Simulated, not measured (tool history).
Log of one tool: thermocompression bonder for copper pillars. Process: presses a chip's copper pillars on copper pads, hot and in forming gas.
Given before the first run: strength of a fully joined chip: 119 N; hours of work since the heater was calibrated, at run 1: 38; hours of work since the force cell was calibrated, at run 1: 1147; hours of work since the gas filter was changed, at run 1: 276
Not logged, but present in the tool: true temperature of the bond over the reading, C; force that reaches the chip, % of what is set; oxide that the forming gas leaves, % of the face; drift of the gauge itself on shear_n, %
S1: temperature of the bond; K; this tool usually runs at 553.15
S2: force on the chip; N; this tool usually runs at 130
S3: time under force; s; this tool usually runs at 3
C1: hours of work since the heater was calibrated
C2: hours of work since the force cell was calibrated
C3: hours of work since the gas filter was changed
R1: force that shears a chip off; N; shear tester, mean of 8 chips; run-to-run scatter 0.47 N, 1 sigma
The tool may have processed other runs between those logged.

run   hour      S1   S2  S3   C1    C2   C3    R1
  1      0  553.15  130   3   38  1147  276  60.5
  2   66.2  553.15  130   2   67  1176  305  51.9
  3  111.4  553.15  130   2   87  1195  325  51.9
  4  164.5  535.15  130   2  110  1218  348  42.8
  5  201.3  535.15  130   2  126  1234  364  42.9
  6  257.5  545.15  130   3  150  1259  389  56.3
     264.1  -- force cell calibrated
  7  303.3  545.15  130   3  170    17  408  56.9
  8  343.5  545.15  130   3  187    35  426  56.2
  9  385.5  553.15   90   3  206    53  444  47.2
 10  430.7  555.15  130   3  225    73  464  61.6
     466.2  -- force cell calibrated, once more
 11  483.3  555.15  130   3  248     7  486  58.2
     507.4  -- forming gas filter changed
 12  514.1  568.15  130   3  261    21    3  70.7
 13  584.2  540.15  117   3  291    51   34  49.9
 14  643.4  540.15  117   6  317    77   59  64.2
 15  714.1  540.15  117   6  348   108   90  64.1
 16  771.4  553.15   87   6  373   133  115  59.5
 17  823.4  566.15   85   3  396   155  138  51.9
 18    859  566.15   85   3  411   171  153  51.2
 19  909.1  553.15   99   3  433   193  175  50.3
 20  965.4  573.15  132   3  458   217  200  71.7

Estimate the outcome of run 21 from the log above:
 21  1012.2  553.15  123   6  478  238  220   ?

{"run 21": {"R1": 71.7}}
If the tool had no hidden condition, the same run with the same run-to-run variation would have returned R1 71.4 N.

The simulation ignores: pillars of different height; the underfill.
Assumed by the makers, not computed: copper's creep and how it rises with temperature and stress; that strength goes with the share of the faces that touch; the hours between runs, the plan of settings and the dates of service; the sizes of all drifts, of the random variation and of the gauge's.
